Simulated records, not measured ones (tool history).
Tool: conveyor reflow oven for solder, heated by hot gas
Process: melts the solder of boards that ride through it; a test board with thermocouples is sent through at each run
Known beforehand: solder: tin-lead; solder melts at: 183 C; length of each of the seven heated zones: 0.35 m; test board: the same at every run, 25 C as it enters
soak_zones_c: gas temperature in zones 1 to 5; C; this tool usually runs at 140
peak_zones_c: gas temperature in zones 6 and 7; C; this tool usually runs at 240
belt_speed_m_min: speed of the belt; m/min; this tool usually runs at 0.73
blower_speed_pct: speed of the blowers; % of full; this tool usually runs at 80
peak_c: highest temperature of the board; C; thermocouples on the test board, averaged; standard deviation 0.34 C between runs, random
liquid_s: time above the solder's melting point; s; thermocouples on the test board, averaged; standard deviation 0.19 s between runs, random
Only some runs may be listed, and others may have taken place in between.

run 1 hour=0 | soak_zones_c=140 peak_zones_c=240 belt_speed_m_min=0.73 blower_speed_pct=80 | peak_c=222.5 liquid_s=47.2
run 2 hour=9.7 | soak_zones_c=140 peak_zones_c=240 belt_speed_m_min=0.689 blower_speed_pct=80 | peak_c=225.3 liquid_s=50.9
run 3 hour=18.5 | soak_zones_c=140 peak_zones_c=240 belt_speed_m_min=0.689 blower_speed_pct=80 | peak_c=225.2 liquid_s=51.2
run 4 hour=23.9 | soak_zones_c=140 peak_zones_c=240 belt_speed_m_min=0.689 blower_speed_pct=80 | peak_c=225.3 liquid_s=50.8
run 5 hour=33.4 | soak_zones_c=140 peak_zones_c=240 belt_speed_m_min=0.739 blower_speed_pct=80 | peak_c=222.5 liquid_s=46.1
run 6 hour=37.9 | soak_zones_c=140 peak_zones_c=240 belt_speed_m_min=0.739 blower_speed_pct=80 | peak_c=222.7 liquid_s=45.8

Estimate the outcome of run 7 from the log above:
run 7 hour=45.1 | soak_zones_c=138 peak_zones_c=246 belt_speed_m_min=0.783 blower_speed_pct=56 | peak_c=? liquid_s=?

peak_c: 218.8 C
liquid_s: 40.4 s
Were there no unlogged condition in the tool, this run, its random variation unchanged, would have produced peak_c 220 C, liquid_s 41 s.
